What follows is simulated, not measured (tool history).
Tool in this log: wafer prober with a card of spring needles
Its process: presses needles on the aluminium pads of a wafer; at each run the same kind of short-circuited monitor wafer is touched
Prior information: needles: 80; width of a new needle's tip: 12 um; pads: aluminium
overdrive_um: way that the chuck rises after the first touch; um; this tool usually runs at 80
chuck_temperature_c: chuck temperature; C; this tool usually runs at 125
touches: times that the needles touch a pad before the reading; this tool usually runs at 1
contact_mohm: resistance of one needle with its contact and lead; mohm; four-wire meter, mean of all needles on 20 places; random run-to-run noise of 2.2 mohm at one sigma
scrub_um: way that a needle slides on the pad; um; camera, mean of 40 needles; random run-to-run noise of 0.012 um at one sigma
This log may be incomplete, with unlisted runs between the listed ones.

| run | hour | overdrive_um | chuck_temperature_c | touches | contact_mohm | scrub_um |
|---|---|---|---|---|---|---|
| 1 | 0 | 80 | 125 | 1 | 245 | 16.32 |
|  | 24.9 | tips cleaned on abrasive film |
| 2 | 58.4 | 80 | 125 | 1 | 244 | 16.3 |
|  | 62.3 | tips cleaned on abrasive film |
|  | 98.8 | tips cleaned on abrasive film |
|  | 135.6 | tips cleaned on abrasive film |
| 3 | 148.6 | 80 | 125 | 1 | 245 | 16.31 |
|  | 170.4 | tips cleaned on abrasive film |
|  | 207.5 | tips cleaned on abrasive film |
| 4 | 207.5 | 80 | 125 | 1 | 244 | 16.27 |
|  | 243.1 | tips cleaned on abrasive film |
|  | 278.7 | tips cleaned on abrasive film |
| 5 | 293.2 | 80 | 125 | 1 | 249 | 16.28 |
|  | 314.5 | tips cleaned on abrasive film |
| 6 | 347.4 | 80 | 125 | 3 | 242 | 16.25 |
|  | 351.5 | tips cleaned on abrasive film |
|  | 388.7 | tips cleaned on abrasive film |
| 7 | 415.5 | 80 | 125 | 1 | 245 | 16.25 |
|  | 427.6 | tips cleaned on abrasive film |
| 8 | 457.6 | 80 | 125 | 1 | 246 | 16.24 |
|  | 462.9 | tips cleaned on abrasive film |
|  | 498.1 | tips cleaned on abrasive film |
| 9 | 507.7 | 82 | 125 | 1 | 243 | 16.64 |
|  | 536.4 | tips cleaned on abrasive film |
| 10 | 544.7 | 82 | 125 | 1 | 241 | 16.63 |
|  | 553.5 | height of the first contact set anew |
|  | 574.7 | tips cleaned on abrasive film |
| 11 | 587.8 | 82 | 125 | 1 | 241 | 16.64 |
|  | 610.9 | tips cleaned on abrasive film |
|  | 645.7 | tips cleaned on abrasive film |
| 12 | 653.4 | 82 | 125 | 1 | 242 | 16.62 |
|  | 685.3 | tips cleaned on abrasive film |
|  | 723.9 | tips cleaned on abrasive film |
| 13 | 741.9 | 82 | 125 | 1 | 239 | 16.61 |
|  | 760.8 | tips cleaned on abrasive film |
|  | 797.3 | tips cleaned on abrasive film |
| 14 | 826.8 | 80 | 125 | 1 | 242 | 16.18 |
|  | 835.1 | tips cleaned on abrasive film |
|  | 869.7 | tips cleaned on abrasive film |
| 15 | 872.4 | 80 | 107 | 1 | 237 | 16.19 |
|  | 908.6 | tips cleaned on abrasive film |
|  | 931.8 | gauge calibrated |
|  | 943 | tips cleaned on abrasive film |
| 16 | 943.9 | 80 | 42 | 1 | 222 | 16.3 |
|  | 979 | tips cleaned on abrasive film |
|  | 1018.2 | tips cleaned on abrasive film |
| 17 | 1019.9 | 63 | 38 | 3 | 221 | 12.85 |
|  | 1057.1 | tips cleaned on abrasive film |
|  | 1092.8 | tips cleaned on abrasive film |
| 18 | 1106.5 | 87 | 93 | 2 | 237 | 17.69 |
|  | 1129.9 | tips cleaned on abrasive film |
| 19 | 1152.9 | 96 | 62 | 2 | 226 | 19.54 |
|  | 1170.3 | tips cleaned on abrasive film |
|  | 1204.5 | tips cleaned on abrasive film |
| 20 | 1231 | 79 | 38 | 2 | 221 | 16.09 |
|  | 1235 | height of the first contact set anew |
|  | 1241.7 | tips cleaned on abrasive film |
| 21 | 1274.9 | 67 | 26 | 2 | 220 | 13.64 |
|  | 1280.2 | tips cleaned on abrasive film |
|  | 1316.7 | tips cleaned on abrasive film |
| 22 | 1318.4 | 90 | 83 | 3 | 233 | 18.28 |
|  | 1352.6 | tips cleaned on abrasive film |
| 23 | 1363.2 | 97 | 31 | 1 | 218 | 19.7 |
|  | 1388.4 | tips cleaned on abrasive film |
|  | 1423.7 | tips cleaned on abrasive film |
| 24 | 1447.1 | 97 | 100 | 2 | 237 | 19.68 |
|  | 1461.3 | tips cleaned on abrasive film |
|  | 1495.3 | tips cleaned on abrasive film |
| 25 | 1517.9 | 97 | 100 | 2 | 237 | 19.68 |
|  | 1534.9 | tips cleaned on abrasive film |
| 26 | 1565.3 | 66 | 57 | 3 | 230 | 13.39 |
|  | 1573.6 | tips cleaned on abrasive film |
|  | 1610 | tips cleaned on abrasive film |
| 27 | 1633.1 | 99 | 28 | 2 | 217 | 20.06 |
|  | 1644.1 | tips cleaned on abrasive film |
|  | 1679.2 | tips cleaned on abrasive film |
| 28 | 1696.9 | 86 | 29 | 1 | 219 | 17.43 |
|  | 1716.4 | tips cleaned on abrasive film |
|  | 1751 | tips cleaned on abrasive film |
| 29 | 1775.1 | 65 | 125 | 1 | 246 | 13.15 |

Below are 5 alternative next runs, each starting from the tool's condition after run 29. Predict each:
|  | 1788.7 | tips cleaned on abrasive film |
|  | 1826 | tips cleaned on abrasive film |
| A | 1846.2 | 93 | 125 | 2 | ? | ? |
|  | 1788.7 | tips cleaned on abrasive film |
|  | 1826 | tips cleaned on abrasive film |
| B | 1846.2 | 73 | 125 | 1 | ? | ? |
|  | 1788.7 | tips cleaned on abrasive film |
|  | 1826 | tips cleaned on abrasive film |
| C | 1846.2 | 80 | 111 | 1 | ? | ? |
|  | 1788.7 | tips cleaned on abrasive film |
|  | 1826 | tips cleaned on abrasive film |
| D | 1846.2 | 83 | 67 | 1 | ? | ? |
|  | 1788.7 | tips cleaned on abrasive film |
|  | 1826 | tips cleaned on abrasive film |
| E | 1846.2 | 88 | 99 | 1 | ? | ? |

| run | contact_mohm | scrub_um |
|---|---|---|
| A | 247 | 18.79 |
| B | 243 | 14.75 |
| C | 242 | 16.18 |
| D | 230 | 16.79 |
| E | 236 | 17.8 |
With the hidden condition removed and each run's random variation left untouched, the same runs would have given:
| run | contact_mohm | scrub_um |
|---|---|---|
| A | 246 | 18.96 |
| B | 242 | 14.88 |
| C | 241 | 16.32 |
| D | 229 | 16.94 |
| E | 236 | 17.96 |
